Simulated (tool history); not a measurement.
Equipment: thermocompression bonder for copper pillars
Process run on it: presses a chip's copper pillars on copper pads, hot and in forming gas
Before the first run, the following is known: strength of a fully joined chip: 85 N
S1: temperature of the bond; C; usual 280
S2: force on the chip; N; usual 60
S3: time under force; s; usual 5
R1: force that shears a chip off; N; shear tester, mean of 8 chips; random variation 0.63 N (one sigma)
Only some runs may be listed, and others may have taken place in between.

run 1 hour=0 | S1=280 S2=60 S3=5 | R1=37.9
run 2 hour=4.3 | S1=300 S2=60 S3=5 | R1=48.8
run 3 hour=13.9 | S1=280 S2=63 S3=5 | R1=38.9
run 4 hour=18.7 | S1=280 S2=63 S3=3 | R1=32.5
run 5 hour=24 | S1=280 S2=42 S3=5 | R1=24.3
run 6 hour=32.4 | S1=280 S2=42 S3=5 | R1=25.2
run 7 hour=41.2 | S1=280 S2=42 S3=5 | R1=24.8
run 8 hour=51.1 | S1=280 S2=42 S3=5 | R1=25.1
run 9 hour=60 | S1=284 S2=60 S3=5 | R1=39.7
run 10 hour=64.4 | S1=280 S2=60 S3=5 | R1=37.8
run 11 hour=74.5 | S1=281 S2=60 S3=5 | R1=38.9
run 12 hour=80.8 | S1=281 S2=60 S3=5 | R1=39
run 13 hour=85 | S1=280 S2=60 S3=5 | R1=39
run 14 hour=91.1 | S1=278 S2=60 S3=5 | R1=37.4
run 15 hour=99.7 | S1=278 S2=60 S3=5 | R1=36.2
run 16 hour=109.9 | S1=278 S2=60 S3=5 | R1=37.4
run 17 hour=119.4 | S1=292 S2=42 S3=6 | R1=32.2
run 18 hour=125 | S1=273 S2=37 S3=6 | R1=21
-- hour=129.4 forming gas filter changed
run 19 hour=130.2 | S1=273 S2=37 S3=6 | R1=20.9
run 20 hour=134.7 | S1=274 S2=69 S3=6 | R1=43.5
run 21 hour=139.3 | S1=302 S2=73 S3=6 | R1=62.3
run 22 hour=147.6 | S1=280 S2=70 S3=5 | R1=45
run 23 hour=156.7 | S1=280 S2=37 S3=5 | R1=21.3
run 24 hour=161.3 | S1=300 S2=38 S3=8 | R1=36
run 25 hour=167.4 | S1=300 S2=38 S3=8 | R1=36.2
run 26 hour=177 | S1=300 S2=38 S3=8 | R1=36.9
run 27 hour=181.3 | S1=294 S2=38 S3=14 | R1=40.1
run 28 hour=191 | S1=285 S2=81 S3=6 | R1=57.7
run 29 hour=200.5 | S1=285 S2=81 S3=6 | R1=56.7
run 30 hour=209.8 | S1=308 S2=58 S3=6 | R1=56.4

Each row is a separate what-if for the run after 30, all from the same tool condition, not one after another. Results?
run A hour=219.6 | S1=308 S2=71 S3=6 | R1=?
run B hour=219.6 | S1=261 S2=58 S3=3 | R1=?
run C hour=219.6 | S1=308 S2=58 S3=3 | R1=?

run=A R1=64.5
run=B R1=20.8
run=C R1=43.9
Without the tool's hidden state the same runs would have given:
run=A R1=64.5
run=B R1=20.8
run=C R1=43.9
